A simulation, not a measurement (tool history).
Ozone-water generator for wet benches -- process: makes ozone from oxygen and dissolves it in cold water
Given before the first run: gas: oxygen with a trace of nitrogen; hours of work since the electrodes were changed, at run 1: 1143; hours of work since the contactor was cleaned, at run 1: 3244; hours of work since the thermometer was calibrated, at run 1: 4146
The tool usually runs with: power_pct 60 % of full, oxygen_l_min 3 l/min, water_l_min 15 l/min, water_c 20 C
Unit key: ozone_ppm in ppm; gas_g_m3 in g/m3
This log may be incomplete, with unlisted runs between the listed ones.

run,day,power_pct,oxygen_l_min,water_l_min,water_c,hours of work since the electrodes were changed,hours of work since the contactor was cleaned,hours of work since the thermometer was calibrated,ozone_ppm,gas_g_m3
1,0,60,3,15,20,1143,3244,4146,11.5,141.4
2,2.042,60,3,15,20,1175,3277,4179,11.4,143.2
3,3.779,60,3,15,20,1203,3305,4207,11.4,142.6
4,5.371,60,3,15,20,1229,3330,4232,11.4,143.5
5,8.662,60,3,15,20,1281,3383,4285,11.1,142.3
6,11.988,60,3,15,20,1335,3436,4338,11.3,143.1
7,15.262,60,3,15,20,1387,3489,4391,11.1,141.9
8,18.421,60,3,15,20,1438,3539,4441,11.4,141.8
9,21.904,60,3,15,20,1494,3595,4497,11.5,140.9
10,25.146,60,3,15,20,1546,3647,4549,11.2,140.9
11,27.308,81,3,15,20,1580,3682,4584,14.4,182
12,30.375,60,3,15,20,1629,3731,4633,11.2,142.4
13,32.625,60,3,9,20,1665,3767,4669,17.2,141.4
14,35.338,60,3,9,20,1709,3810,4712,17.4,141.3
15,37.45,60,3,15,13,1743,3844,4746,12.1,141
16,39.288,60,3,15,20,1772,3874,4776,11.1,140.5
17,40.846,60,3,15,20,1797,3899,4801,11.2,140.8
18,42.962,60,2.25,13,20,1831,3932,4834,12.6,166.7
19,46.629,60,2.25,13,20,1890,3991,4893,12.4,165.3
20,49.054,60,2.25,13,20,1929,4030,4932,12.8,165.2
21,51.521,60,2.25,13,20,1968,4070,4972,12.8,164.7
# day 51.875: contactor cleaned
# day 52.429: water thermometer calibrated
22,53.508,60,2.25,13,14,1997,26,17,13.2,166.9
23,55.392,46,2.25,11,14,2027,56,47,12.3,132.1
24,57.846,46,2.25,22,14,2067,95,87,5.6,132.2
25,60.179,46,2.25,12,14,2104,133,124,11.4,133.1
26,63.167,60,2.95,15,20,2152,181,172,10.8,140.1
27,65.075,60,3,19,20,2182,211,203,8.2,139.9
28,67.05,60,3,19,20,2214,243,234,8.3,137.9
29,69.129,40,3,10,23,2247,276,268,10.5,99.8
# day 71.008: contactor cleaned, once more
30,71.846,60,3,15,23,2288,13,308,11,137
31,74.1,60,3,15,14,2324,50,345,12.1,139.7
32,77.1,60,3,15,14,2372,98,393,12.2,139.1

Results per run with the tool's hidden condition removed, run-to-run variation unchanged:
Hidden state at play: yield of the discharge, % of new electrodes'; contactor's efficiency, % of a clean one's; true water temperature over the reading, C; drift of the gauge itself on ozone_ppm, %; drift of the gauge itself on gas_g_m3, %.
run,ozone_ppm,gas_g_m3
1,12.2,145.4
2,12.1,147.2
3,12.2,146.7
4,12.2,147.7
5,12,146.7
6,12.2,147.6
7,12,146.6
8,12.3,146.7
9,12.4,145.9
10,12.1,146.2
11,15.8,191
12,12.2,148
13,18.5,147.1
14,18.7,147.1
15,13.2,146.9
16,12.1,146.5
17,12.2,146.8
18,13.8,174
19,13.6,172.8
20,14,172.8
21,14,172.5
22,14.8,174.9
23,13.6,136.8
24,6.3,137.1
25,12.6,138.1
26,12.2,147.4
27,9.4,147.2
28,9.5,145.3
29,11.5,103
30,11.6,144.7
31,12.8,147.5
32,12.9,147.1

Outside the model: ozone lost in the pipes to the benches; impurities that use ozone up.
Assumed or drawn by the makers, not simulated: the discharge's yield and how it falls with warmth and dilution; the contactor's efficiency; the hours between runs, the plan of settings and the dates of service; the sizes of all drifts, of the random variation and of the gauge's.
